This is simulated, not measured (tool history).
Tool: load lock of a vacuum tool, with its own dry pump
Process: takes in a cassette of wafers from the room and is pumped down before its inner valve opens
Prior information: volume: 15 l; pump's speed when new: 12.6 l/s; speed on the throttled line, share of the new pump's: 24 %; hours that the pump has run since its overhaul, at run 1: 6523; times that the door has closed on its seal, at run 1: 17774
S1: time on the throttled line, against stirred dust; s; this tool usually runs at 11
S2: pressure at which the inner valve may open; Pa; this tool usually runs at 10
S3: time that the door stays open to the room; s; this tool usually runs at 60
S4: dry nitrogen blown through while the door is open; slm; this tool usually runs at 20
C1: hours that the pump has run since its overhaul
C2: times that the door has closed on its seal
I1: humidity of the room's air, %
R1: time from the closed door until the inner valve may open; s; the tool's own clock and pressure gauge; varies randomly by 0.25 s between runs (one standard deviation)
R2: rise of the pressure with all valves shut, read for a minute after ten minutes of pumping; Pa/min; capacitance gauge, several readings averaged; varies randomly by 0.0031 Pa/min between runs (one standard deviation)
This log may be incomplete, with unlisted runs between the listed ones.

{"run": 1, "hour": 0.0, "S1": 11, "S2": 10, "S3": 60, "S4": 20, "C1": 6523, "C2": 17774, "I1": 42.8, "R1": 19.5, "R2": 0.084}
{"run": 2, "hour": 146.6, "S1": 11, "S2": 10, "S3": 60, "S4": 19, "C1": 6670, "C2": 18192, "I1": 47.2, "R1": 19.4, "R2": 0.09}
{"run": 3, "hour": 324.9, "S1": 11, "S2": 15, "S3": 60, "S4": 20, "C1": 6848, "C2": 18701, "I1": 44.4, "R1": 18.9, "R2": 0.087}
{"run": 4, "hour": 479.2, "S1": 11, "S2": 15, "S3": 60, "S4": 20, "C1": 7002, "C2": 19142, "I1": 44.3, "R1": 18.9, "R2": 0.084}
{"run": 5, "hour": 620.6, "S1": 11, "S2": 9, "S3": 60, "S4": 20, "C1": 7144, "C2": 19546, "I1": 47.1, "R1": 19.3, "R2": 0.091}
{"run": 6, "hour": 800.9, "S1": 11, "S2": 9, "S3": 60, "S4": 20, "C1": 7324, "C2": 20060, "I1": 48.3, "R1": 19.6, "R2": 0.094}
{"run": 7, "hour": 963.9, "S1": 11, "S2": 10, "S3": 60, "S4": 20, "C1": 7487, "C2": 20526, "I1": 43.7, "R1": 19.3, "R2": 0.086}
{"run": 8, "hour": 1099.2, "S1": 11, "S2": 10, "S3": 60, "S4": 20, "C1": 7623, "C2": 20912, "I1": 44.8, "R1": 19.3, "R2": 0.086}
{"run": 9, "hour": 1275.8, "S1": 10, "S2": 10, "S3": 60, "S4": 4, "C1": 7799, "C2": 21416, "I1": 44.3, "R1": 18.7, "R2": 0.114}
{"run": 10, "hour": 1430.1, "S1": 11, "S2": 7, "S3": 60, "S4": 43, "C1": 7953, "C2": 21857, "I1": 45.1, "R1": 19.7, "R2": 0.062}
{"run": 11, "hour": 1571.8, "S1": 11, "S2": 7, "S3": 60, "S4": 43, "C1": 8095, "C2": 22262, "I1": 48.1, "R1": 19.6, "R2": 0.069}
{"run": 12, "hour": 1705.3, "S1": 14, "S2": 8, "S3": 127, "S4": 36, "C1": 8229, "C2": 22643, "I1": 45.0, "R1": 22.2, "R2": 0.091}
{"run": 13, "hour": 1815.1, "S1": 14, "S2": 8, "S3": 127, "S4": 36, "C1": 8338, "C2": 22957, "I1": 41.0, "R1": 21.8, "R2": 0.079}
{"run": 14, "hour": 1938.1, "S1": 10, "S2": 13, "S3": 104, "S4": 18, "C1": 8461, "C2": 23308, "I1": 43.2, "R1": 18.2, "R2": 0.103}
{"run": 15, "hour": 2075.2, "S1": 10, "S2": 13, "S3": 104, "S4": 18, "C1": 8598, "C2": 23699, "I1": 45.1, "R1": 18.2, "R2": 0.104}

3 ways to go on from here, each from the tool as it stands after run 15. What would each give?
{"run": "A", "hour": 2278.3, "S1": 10, "S2": 13, "S3": 203, "S4": 41, "C1": 8802, "C2": 24279, "I1": 44.0, "R1": "?", "R2": "?"}
{"run": "B", "hour": 2278.3, "S1": 16, "S2": 10, "S3": 104, "S4": 18, "C1": 8802, "C2": 24279, "I1": 46.9, "R1": "?", "R2": "?"}
{"run": "C", "hour": 2278.3, "S1": 7, "S2": 10, "S3": 60, "S4": 20, "C1": 8802, "C2": 24279, "I1": 43.0, "R1": "?", "R2": "?"}

run=A R1=18.3 R2=0.098
run=B R1=23.3 R2=0.110
run=C R1=16.6 R2=0.079
Had the tool no hidden state, the same runs would have come out as:
run=A R1=18.3 R2=0.097
run=B R1=23.3 R2=0.108
run=C R1=16.6 R2=0.078

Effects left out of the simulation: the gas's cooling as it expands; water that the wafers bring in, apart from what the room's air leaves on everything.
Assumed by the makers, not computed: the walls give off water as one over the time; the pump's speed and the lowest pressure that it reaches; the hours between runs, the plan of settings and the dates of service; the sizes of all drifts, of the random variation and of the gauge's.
